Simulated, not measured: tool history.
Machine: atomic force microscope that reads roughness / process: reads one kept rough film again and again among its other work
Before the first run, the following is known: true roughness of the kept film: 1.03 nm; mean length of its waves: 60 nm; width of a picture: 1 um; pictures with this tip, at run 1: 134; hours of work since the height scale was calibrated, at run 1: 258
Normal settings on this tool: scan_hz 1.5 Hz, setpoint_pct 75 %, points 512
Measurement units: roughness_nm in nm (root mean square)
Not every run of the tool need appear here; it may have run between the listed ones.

| run | hour | scan_hz | setpoint_pct | points | pictures with this tip | hours of work since the height scale was calibrated | roughness_nm |
|---|---|---|---|---|---|---|---|
| 1 | 0 | 1.5 | 75 | 512 | 134 | 258 | 0.919 |
| 2 | 9.4 | 1.5 | 75 | 512 | 147 | 265 | 0.914 |
| 3 | 14.3 | 1.5 | 75 | 512 | 153 | 269 | 0.918 |
| 4 | 21 | 1.5 | 75 | 512 | 163 | 274 | 0.918 |
| 5 | 30.9 | 1.5 | 75 | 512 | 176 | 282 | 0.915 |
| 6 | 38.7 | 1.5 | 75 | 512 | 187 | 289 | 0.914 |
| 7 | 44.3 | 1.5 | 75 | 512 | 194 | 293 | 0.914 |
|  | 46 | height scale calibrated on a step standard |
| 8 | 51.6 | 1.5 | 75 | 512 | 203 | 4 | 0.913 |
| 9 | 59.3 | 0.66 | 75 | 512 | 213 | 11 | 0.964 |
| 10 | 69.3 | 1.5 | 75 | 512 | 227 | 19 | 0.915 |
|  | 74.8 | new tip fitted |
| 11 | 80 | 1.5 | 75 | 903 | 7 | 27 | 0.93 |
|  | 86.7 | height scale calibrated on a step standard, once more |
| 12 | 88.6 | 1.5 | 75 | 903 | 17 | 2 | 0.92 |
| 13 | 94.5 | 2.33 | 75 | 903 | 25 | 6 | 0.875 |
| 14 | 102.4 | 2.33 | 80 | 516 | 36 | 13 | 0.843 |
| 15 | 108.7 | 2.55 | 69 | 821 | 45 | 18 | 0.903 |
| 16 | 116.4 | 1.23 | 58 | 485 | 55 | 24 | 0.985 |
| 17 | 125.4 | 1.6 | 75 | 443 | 67 | 31 | 0.913 |
| 18 | 133.7 | 1.5 | 72 | 512 | 79 | 37 | 0.93 |

Estimate the outcome of run 19 from the log above:
| 19 | 138 | 3.36 | 82 | 512 | 85 | 41 | ? |

roughness_nm: 0.76 nm (root mean square)
On a tool with no hidden condition, and with the same random variation, this run would have come out at roughness_nm 0.765 nm (root mean square).

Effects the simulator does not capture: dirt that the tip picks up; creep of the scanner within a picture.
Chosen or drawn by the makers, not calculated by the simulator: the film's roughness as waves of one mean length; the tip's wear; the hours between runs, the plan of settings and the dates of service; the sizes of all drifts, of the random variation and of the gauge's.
